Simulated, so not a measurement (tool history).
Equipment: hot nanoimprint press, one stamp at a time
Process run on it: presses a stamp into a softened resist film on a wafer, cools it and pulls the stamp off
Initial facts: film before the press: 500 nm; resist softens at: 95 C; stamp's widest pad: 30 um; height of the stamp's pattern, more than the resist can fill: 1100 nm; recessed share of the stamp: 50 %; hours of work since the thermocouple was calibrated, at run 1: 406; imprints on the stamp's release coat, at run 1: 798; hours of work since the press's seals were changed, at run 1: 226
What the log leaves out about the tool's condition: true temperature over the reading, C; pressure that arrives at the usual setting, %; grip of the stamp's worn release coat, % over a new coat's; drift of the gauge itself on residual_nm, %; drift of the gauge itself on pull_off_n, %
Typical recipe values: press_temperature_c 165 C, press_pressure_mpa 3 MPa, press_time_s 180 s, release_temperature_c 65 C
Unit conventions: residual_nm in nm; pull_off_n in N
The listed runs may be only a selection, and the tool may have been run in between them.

run	hour	press_temperature_c	press_pressure_mpa	press_time_s	release_temperature_c	hours of work since the thermocouple was calibrated	imprints on the stamp's release coat	hours of work since the press's seals were changed	residual_nm	pull_off_n
1	0	165	3	180	65	406	798	226	189.8	146
2	6.2	165	3	180	65	410	820	230	188.6	145
3	14.6	165	3	180	65	416	850	236	189.5	149
4	22	165	2.09	180	65	421	876	241	218.8	146
5	30.7	165	2.09	180	65	428	907	247	221.9	150
6	36.3	165	2.09	180	65	431	927	251	218.6	151
7	44.5	165	2.09	180	65	437	955	257	218.8	144
8	51.1	165	2.09	180	65	442	978	262	217.1	145
9	60	165	3	154	65	448	1010	268	200	150
10	66.5	165	3	154	65	453	1033	272	198.4	149
# hour 72: plate thermocouple calibrated
11	77.1	174	3	154	65	4	1060	278	132.3	146
12	81.5	174	3	154	65	7	1075	281	133.7	146
13	86.7	174	3	154	65	10	1093	284	132.2	147
14	90.6	174	3	154	65	13	1107	287	132.6	148
15	98.2	174	3	154	65	18	1134	293	132.1	146
16	105.2	174	3	154	55	23	1159	297	132	166
# hour 114.5: stamp cleaned and given a new release coat
# hour 116.6: gauge calibrated
17	117.9	174	3	154	55	28	12	302	135.1	157
18	126	174	2.52	242	54	34	41	308	118.9	152
19	132.6	156	2.09	93	65	38	64	312	377.5	144
20	141.5	156	2.09	93	65	45	95	319	373.5	149
21	149.9	156	2.09	93	65	50	125	325	374.9	143
22	159.3	156	2.13	93	65	57	158	331	371.7	147
23	164.9	156	2.13	93	65	61	178	335	369.8	145
24	170.6	173	3.15	346	69	65	198	339	93.8	138
25	175.7	173	3.15	346	69	69	216	343	93.7	139
26	184.4	173	3.15	346	69	75	247	349	93.8	145
27	193.5	173	3.15	346	69	81	278	355	93.3	145
28	201.2	165	2.92	180	52	86	306	361	187.4	153
29	205.8	161	3.67	180	65	90	322	364	205	149
30	210.2	170	1.98	184	69	93	337	367	175.5	141

Subtracting, for every run, the result it would have given without the tool's unlogged condition from the measured result gives the following. The same run-to-run variation enters both numbers; the gauge's scatter may not:
run	residual_nm
1	+0.2
2	-0.1
3	-0.4
4	-1
5	-1.5
6	-1.7
7	-2.2
8	-2.5
9	-2.8
10	-3.1
11	-2.4
12	-2.6
13	-2.8
14	-2.9
15	-3.1
16	-3.3
17	+0
18	-0.2
19	-1.5
20	-2.2
21	-3.1
22	-3.9
23	-4.4
24	-1.2
25	-1.3
26	-1.6
27	-1.7
28	-3.9
29	-4.5
30	-4.1
pull_off_n: differs from the measured result by no more than 2 N in any run.
